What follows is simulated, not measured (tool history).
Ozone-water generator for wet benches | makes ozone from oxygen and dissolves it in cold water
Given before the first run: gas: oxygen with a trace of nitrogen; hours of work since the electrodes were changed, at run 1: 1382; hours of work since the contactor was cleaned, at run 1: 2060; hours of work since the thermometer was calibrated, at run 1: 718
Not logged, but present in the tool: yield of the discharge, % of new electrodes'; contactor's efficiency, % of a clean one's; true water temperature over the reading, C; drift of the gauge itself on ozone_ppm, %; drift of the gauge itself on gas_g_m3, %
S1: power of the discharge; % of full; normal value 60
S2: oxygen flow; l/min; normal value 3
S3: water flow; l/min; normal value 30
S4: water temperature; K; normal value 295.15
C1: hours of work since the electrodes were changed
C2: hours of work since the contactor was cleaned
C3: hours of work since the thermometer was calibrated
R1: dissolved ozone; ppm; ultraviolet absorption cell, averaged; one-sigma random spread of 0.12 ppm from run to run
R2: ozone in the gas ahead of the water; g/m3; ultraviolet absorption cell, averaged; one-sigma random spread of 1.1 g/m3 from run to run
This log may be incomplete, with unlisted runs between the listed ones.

| run | hour | S1 | S2 | S3 | S4 | C1 | C2 | C3 | R1 | R2 |
|---|---|---|---|---|---|---|---|---|---|---|
| 1 | 0 | 60 | 3 | 30 | 295.15 | 1382 | 2060 | 718 | 11.8 | 185.9 |
| 2 | 94.2 | 60 | 3 | 30 | 295.15 | 1471 | 2149 | 806 | 11.8 | 184.9 |
| 3 | 213.1 | 83 | 3 | 30 | 295.15 | 1583 | 2261 | 919 | 14.9 | 241.2 |
| 4 | 342.6 | 83 | 3 | 30 | 295.15 | 1705 | 2383 | 1041 | 15.3 | 241.7 |
| 5 | 422.3 | 83 | 3 | 30 | 295.15 | 1780 | 2458 | 1116 | 15.4 | 244.6 |
| 6 | 539.1 | 83 | 3 | 30 | 295.15 | 1890 | 2569 | 1226 | 15.1 | 241.9 |
| 7 | 626.3 | 83 | 3 | 30 | 295.15 | 1972 | 2651 | 1308 | 15.1 | 239.9 |
| 8 | 741.2 | 83 | 3 | 30 | 295.15 | 2080 | 2759 | 1416 | 15.1 | 241.5 |
| 9 | 833.4 | 60 | 4.2 | 30 | 295.15 | 2167 | 2846 | 1503 | 12 | 148.4 |
| 10 | 925.7 | 60 | 3 | 30 | 295.15 | 2254 | 2933 | 1590 | 11.8 | 183.7 |
| 11 | 1052.2 | 60 | 3 | 30 | 295.15 | 2374 | 3052 | 1709 | 11.8 | 182.8 |
| 12 | 1125.9 | 65 | 3 | 41 | 295.15 | 2443 | 3122 | 1779 | 8.9 | 198.1 |
| 13 | 1203.7 | 44 | 2.38 | 41 | 295.15 | 2516 | 3195 | 1852 | 6.3 | 168 |
|  | 1242.6 | contactor cleaned |
| 14 | 1265.1 | 44 | 3.55 | 22 | 288.15 | 2571 | 21 | 1906 | 13.4 | 128.8 |
| 15 | 1368.4 | 44 | 2.37 | 22 | 292.15 | 2668 | 119 | 2004 | 12.1 | 168.5 |
| 16 | 1446.7 | 44 | 2.37 | 22 | 292.15 | 2742 | 192 | 2078 | 12.1 | 165.8 |
| 17 | 1529.9 | 71 | 3 | 28 | 295.15 | 2820 | 271 | 2156 | 14.4 | 210.1 |
| 18 | 1600.8 | 71 | 3 | 28 | 292.15 | 2887 | 338 | 2223 | 14.6 | 209.6 |
| 19 | 1678.6 | 46 | 3 | 30 | 295.15 | 2960 | 411 | 2296 | 9.5 | 147.9 |

What differs in the tool's unlogged condition from the final listed run ahead of each entry between runs to the first listed run following it?
Run 13 -> run 14: contactor cleaned (hour 1242.6)
  drift of the gauge itself on gas_g_m3, %: -1.46 -> -1.53
  the result without the hidden state subtracted from the measured one, R2: -2.5 -> -2 g/m3

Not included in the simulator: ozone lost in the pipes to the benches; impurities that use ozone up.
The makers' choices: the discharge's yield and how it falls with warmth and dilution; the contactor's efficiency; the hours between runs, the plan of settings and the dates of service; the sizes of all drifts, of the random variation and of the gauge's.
